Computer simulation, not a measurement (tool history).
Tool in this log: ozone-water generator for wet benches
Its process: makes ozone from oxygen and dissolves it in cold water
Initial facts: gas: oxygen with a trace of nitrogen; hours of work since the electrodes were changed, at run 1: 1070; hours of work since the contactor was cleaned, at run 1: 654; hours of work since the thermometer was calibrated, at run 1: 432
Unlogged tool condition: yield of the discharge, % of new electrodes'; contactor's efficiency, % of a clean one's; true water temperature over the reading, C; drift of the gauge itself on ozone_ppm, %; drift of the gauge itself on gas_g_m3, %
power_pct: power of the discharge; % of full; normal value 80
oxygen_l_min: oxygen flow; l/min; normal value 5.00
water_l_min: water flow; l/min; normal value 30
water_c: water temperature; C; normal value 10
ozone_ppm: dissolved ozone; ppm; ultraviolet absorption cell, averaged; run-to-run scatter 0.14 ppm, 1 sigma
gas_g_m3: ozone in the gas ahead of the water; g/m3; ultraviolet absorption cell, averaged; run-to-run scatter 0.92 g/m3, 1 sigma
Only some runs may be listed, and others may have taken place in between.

| run | hour | power_pct | oxygen_l_min | water_l_min | water_c | hours of work since the electrodes were changed | hours of work since the contactor was cleaned | hours of work since the thermometer was calibrated | ozone_ppm | gas_g_m3 |
|---|---|---|---|---|---|---|---|---|---|---|
| 1 | 0.0 | 80 | 5.00 | 30 | 10 | 1070 | 654 | 432 | 15.8 | 154.2 |
| 2 | 37.6 | 80 | 5.00 | 41 | 10 | 1098 | 682 | 460 | 11.4 | 154.3 |
| 3 | 83.6 | 80 | 5.00 | 41 | 10 | 1132 | 717 | 494 | 11.5 | 153.1 |
| 4 | 128.1 | 80 | 5.00 | 41 | 10 | 1165 | 750 | 527 | 11.4 | 152.6 |
| 5 | 158.5 | 80 | 5.00 | 41 | 10 | 1188 | 772 | 550 | 11.4 | 154.7 |
| 6 | 184.3 | 80 | 3.35 | 41 | 10 | 1207 | 791 | 569 | 10.2 | 189.5 |
| 7 | 202.9 | 80 | 3.35 | 41 | 10 | 1221 | 805 | 583 | 10.2 | 190.8 |
| 8 | 249.1 | 80 | 3.35 | 41 | 10 | 1255 | 840 | 617 | 10.3 | 189.7 |
| 9 | 269.2 | 80 | 5.00 | 30 | 9 | 1270 | 855 | 632 | 15.7 | 153.7 |
| 10 | 292.3 | 80 | 5.00 | 30 | 9 | 1287 | 872 | 649 | 15.8 | 152.0 |
| 11 | 311.1 | 80 | 5.00 | 30 | 10 | 1301 | 886 | 663 | 15.6 | 152.7 |
| 12 | 355.8 | 80 | 5.00 | 30 | 10 | 1335 | 919 | 697 | 15.9 | 150.8 |
| 13 | 384.8 | 80 | 2.57 | 30 | 10 | 1356 | 941 | 718 | 13.5 | 217.4 |
| 14 | 413.0 | 80 | 2.57 | 30 | 10 | 1377 | 962 | 739 | 13.6 | 217.9 |
| 15 | 456.4 | 80 | 2.57 | 30 | 10 | 1409 | 994 | 771 | 13.2 | 216.2 |
| 16 | 492.9 | 80 | 2.57 | 30 | 10 | 1436 | 1021 | 799 | 13.3 | 219.2 |

Run 17 is up next; what results do you expect?
| 17 | 525.1 | 80 | 2.57 | 30 | 10 | 1460 | 1045 | 823 | ? | ? |

{"run 17": {"ozone_ppm": 13.4, "gas_g_m3": 214.3}}
Take away the tool's hidden state, keep the run-to-run variation as it was, and the same run would have given ozone_ppm 13.4 ppm, gas_g_m3 217.4 g/m3.
